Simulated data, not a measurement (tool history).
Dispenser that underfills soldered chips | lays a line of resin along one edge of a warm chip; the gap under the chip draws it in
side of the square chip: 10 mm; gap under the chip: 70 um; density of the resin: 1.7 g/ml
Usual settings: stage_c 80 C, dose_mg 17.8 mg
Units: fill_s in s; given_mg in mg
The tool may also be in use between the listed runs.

Run 1, hour 0: usual settings. Result: fill_s 102.4 s, given_mg 17.46 mg.
At hour 2.5: new syringe of resin.
Run 2, hour 3.8: usual settings. Result: fill_s 76.6 s, given_mg 17.54 mg.
Run 3, hour 9.5: usual settings. Result: fill_s 103.6 s, given_mg 17.45 mg.
At hour 12.2: new syringe of resin.
Run 4, hour 15: usual settings. Result: fill_s 81.7 s, given_mg 17.46 mg.
Run 5, hour 19: usual settings but stage_c 83 C. Result: fill_s 89.8 s, given_mg 17.39 mg.
At hour 21.9: new syringe of resin.
Run 6, hour 26.4: usual settings. Result: fill_s 89.3 s, given_mg 17.36 mg.
At hour 31.3: new syringe of resin.
Run 7, hour 33.6: usual settings. Result: fill_s 79.7 s, given_mg 17.21 mg.
Run 8, hour 40: usual settings. Result: fill_s 111.6 s, given_mg 17.08 mg.
At hour 41: new syringe of resin.
At hour 44.6: dispensing valve cleaned and set on the balance.
Run 9, hour 46.4: usual settings. Result: fill_s 88.7 s, given_mg 17.81 mg.
Run 10, hour 50: usual settings. Result: fill_s 104.7 s, given_mg 17.71 mg.
At hour 51.5: new syringe of resin.
Run 11, hour 57: usual settings but stage_c 74 C. Result: fill_s 112.7 s, given_mg 17.75 mg.
At hour 61.3: new syringe of resin.
Run 12, hour 63.6: usual settings but stage_c 78 C. Result: fill_s 86.6 s, given_mg 17.69 mg.
Run 13, hour 68.7: usual settings but stage_c 78 C. Result: fill_s 108.9 s, given_mg 17.7 mg.
At hour 71: new syringe of resin.
Run 14, hour 72.2: usual settings but stage_c 78 C. Result: fill_s 80.6 s, given_mg 17.81 mg.
Run 15, hour 77.4: usual settings. Result: fill_s 96.6 s, given_mg 17.63 mg.
At hour 80.7: new syringe of resin.
Run 16, hour 81.2: usual settings. Result: fill_s 72.4 s, given_mg 17.61 mg.
Run 17, hour 87.9: usual settings. Result: fill_s 101 s, given_mg 17.53 mg.
At hour 90.6: new syringe of resin.
Run 18, hour 91.4: usual settings but stage_c 83 C. Result: fill_s 64 s, given_mg 17.54 mg.
Run 19, hour 94.7: usual settings but stage_c 76 C, dose_mg 18.8 mg. Result: fill_s 98 s, given_mg 18.54 mg.
Run 20, hour 97.6: usual settings but stage_c 76 C, dose_mg 18.8 mg. Result: fill_s 112.6 s, given_mg 18.44 mg.
At hour 100.2: new syringe of resin.
Run 21, hour 104.1: usual settings but stage_c 93 C. Result: fill_s 53.5 s, given_mg 17.44 mg.
Run 22, hour 108.7: usual settings but stage_c 84 C, dose_mg 16.5 mg. Result: fill_s 92.4 s, given_mg 16.04 mg.
At hour 109.6: new syringe of resin.
Run 23, hour 113: usual settings but stage_c 84 C, dose_mg 16.5 mg. Result: fill_s 71.9 s, given_mg 16.13 mg.
Run 24, hour 116.1: usual settings but stage_c 84 C, dose_mg 16.5 mg. Result: fill_s 82.8 s, given_mg 16.04 mg.
At hour 119.3: new syringe of resin.
Run 25, hour 120.4: usual settings but stage_c 83 C, dose_mg 16.5 mg. Result: fill_s 68.4 s, given_mg 15.92 mg.
Run 26, hour 124.7: usual settings but stage_c 83 C, dose_mg 16.5 mg. Result: fill_s 85.1 s, given_mg 16.04 mg.
At hour 128.9: new syringe of resin.
Run 27, hour 130.4: usual settings but dose_mg 16.3 mg. Result: fill_s 78.1 s, given_mg 15.78 mg.
Run 28, hour 136.3: usual settings but dose_mg 16.3 mg. Result: fill_s 102.3 s, given_mg 15.82 mg.
At hour 137.8: dispensing valve cleaned and set on the balance.
At hour 139.5: new syringe of resin.
Run 29, hour 142.3: usual settings but dose_mg 16.3 mg. Result: fill_s 83 s, given_mg 16.3 mg.
Run 30, hour 147.9: usual settings but dose_mg 16.3 mg. Result: fill_s 109.6 s, given_mg 16.27 mg.
At hour 148.9: new syringe of resin.
Run 31, hour 152: usual settings but stage_c 88 C, dose_mg 15.3 mg. Result: fill_s 63.3 s, given_mg 15.25 mg.
At hour 158.3: new syringe of resin.
Run 32, hour 159.1: usual settings but stage_c 68 C. Result: fill_s 115.8 s, given_mg 17.64 mg.
Run 33, hour 162.5: usual settings but stage_c 68 C. Result: fill_s 138.4 s, given_mg 17.59 mg.
At hour 168: new syringe of resin.
Run 34, hour 168.2: usual settings but stage_c 65 C, dose_mg 19.8 mg. Result: fill_s 125.9 s, given_mg 19.48 mg.
Run 35, hour 172.7: usual settings but stage_c 83 C, dose_mg 15.4 mg. Result: fill_s 83.3 s, given_mg 15.28 mg.

Some steps in fill_s between neighbouring runs. How much of each would the tool show without its hidden state too (settings, what came in, random variation), and how much is left for the hidden state, with any gauge scatter that isn't in both results?
The hidden state here: resin's viscosity, % of fresh resin's; dose that the valve gives, % of what is set; true chip temperature over the reading, C; drift of the gauge itself on fill_s, %; drift of the gauge itself on given_mg, %.
Run 7 -> 8: no setting changed, nothing entered. fill_s +31.9 s: hidden state +30.4, all else +1.5.
Run 13 -> 14: new syringe of resin. fill_s -28.3 s: hidden state -28.8, all else +0.5.
Run 16 -> 17: no setting changed, nothing entered. fill_s +28.6 s: hidden state +28.4, all else +0.2.
Run 20 -> 21: stage_c 76 -> 93, dose_mg 18.8 -> 17.8, new syringe of resin. fill_s -59.1 s: hidden state -21.5, all else -37.6.
Run 30 -> 31: stage_c 80 -> 88, dose_mg 16.3 -> 15.3, new syringe of resin. fill_s -46.3 s: hidden state -27.1, all else -19.2.
Run 31 -> 32: stage_c 88 -> 68, dose_mg 15.3 -> 17.8, new syringe of resin. fill_s +52.5 s: hidden state -6.6, all else +59.1.

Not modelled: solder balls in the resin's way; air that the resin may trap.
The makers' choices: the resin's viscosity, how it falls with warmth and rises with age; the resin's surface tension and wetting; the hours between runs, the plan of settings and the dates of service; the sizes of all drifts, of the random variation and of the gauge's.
